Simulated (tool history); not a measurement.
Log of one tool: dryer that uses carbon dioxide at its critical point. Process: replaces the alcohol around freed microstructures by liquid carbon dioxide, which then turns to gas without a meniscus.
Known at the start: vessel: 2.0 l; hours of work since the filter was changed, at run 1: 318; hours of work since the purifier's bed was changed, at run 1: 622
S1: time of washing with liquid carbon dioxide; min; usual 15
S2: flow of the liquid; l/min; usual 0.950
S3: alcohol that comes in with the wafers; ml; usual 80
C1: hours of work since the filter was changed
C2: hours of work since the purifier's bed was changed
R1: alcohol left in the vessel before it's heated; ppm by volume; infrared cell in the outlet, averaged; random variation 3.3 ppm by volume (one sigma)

| run | hour | S1 | S2 | S3 | C1 | C2 | R1 |
|---|---|---|---|---|---|---|---|
| 1 | 0.0 | 15 | 0.950 | 80 | 318 | 622 | 61 |
|  | 16.6 | inlet filter changed |
| 2 | 24.4 | 15 | 0.950 | 80 | 5 | 636 | 50 |
| 3 | 52.8 | 15 | 0.950 | 80 | 22 | 654 | 56 |
| 4 | 69.1 | 15 | 0.950 | 80 | 32 | 664 | 64 |
| 5 | 87.6 | 15 | 0.950 | 80 | 43 | 675 | 59 |
| 6 | 104.1 | 15 | 0.950 | 46 | 53 | 685 | 49 |
| 7 | 139.9 | 15 | 0.950 | 46 | 75 | 707 | 47 |
| 8 | 174.4 | 15 | 0.950 | 46 | 96 | 728 | 49 |
| 9 | 212.3 | 15 | 0.950 | 46 | 119 | 751 | 54 |
| 10 | 235.8 | 15 | 0.950 | 46 | 133 | 765 | 45 |
| 11 | 262.6 | 12 | 0.647 | 46 | 150 | 781 | 572 |
| 12 | 285.1 | 12 | 0.647 | 46 | 163 | 795 | 586 |
| 13 | 317.0 | 19 | 0.875 | 52 | 183 | 815 | 26 |
| 14 | 350.1 | 21 | 0.950 | 80 | 203 | 835 | 28 |
| 15 | 389.7 | 21 | 0.950 | 80 | 227 | 859 | 29 |
| 16 | 429.2 | 13 | 1.335 | 28 | 251 | 883 | 31 |
| 17 | 462.2 | 16 | 1.521 | 29 | 271 | 903 | 20 |
| 18 | 497.4 | 10 | 1.445 | 98 | 293 | 924 | 78 |
| 19 | 527.1 | 22 | 1.445 | 116 | 311 | 942 | 30 |

Measured less the same run without the tool's hidden state. The same run-to-run variation is in both; the gauge's scatter may not be:
The hidden state here: flow that reaches the vessel past the clogged filter, %; alcohol in the recycled carbon dioxide, ppm; drift of the gauge itself on alcohol_ppm, %.
| run | R1 |
|---|---|
| 1 | +29 |
| 2 | +16 |
| 3 | +17 |
| 4 | +18 |
| 5 | +18 |
| 6 | +18 |
| 7 | +19 |
| 8 | +20 |
| 9 | +21 |
| 10 | +21 |
| 11 | +70 |
| 12 | +76 |
| 13 | +21 |
| 14 | +21 |
| 15 | +21 |
| 16 | +22 |
| 17 | +20 |
| 18 | +37 |
| 19 | +22 |
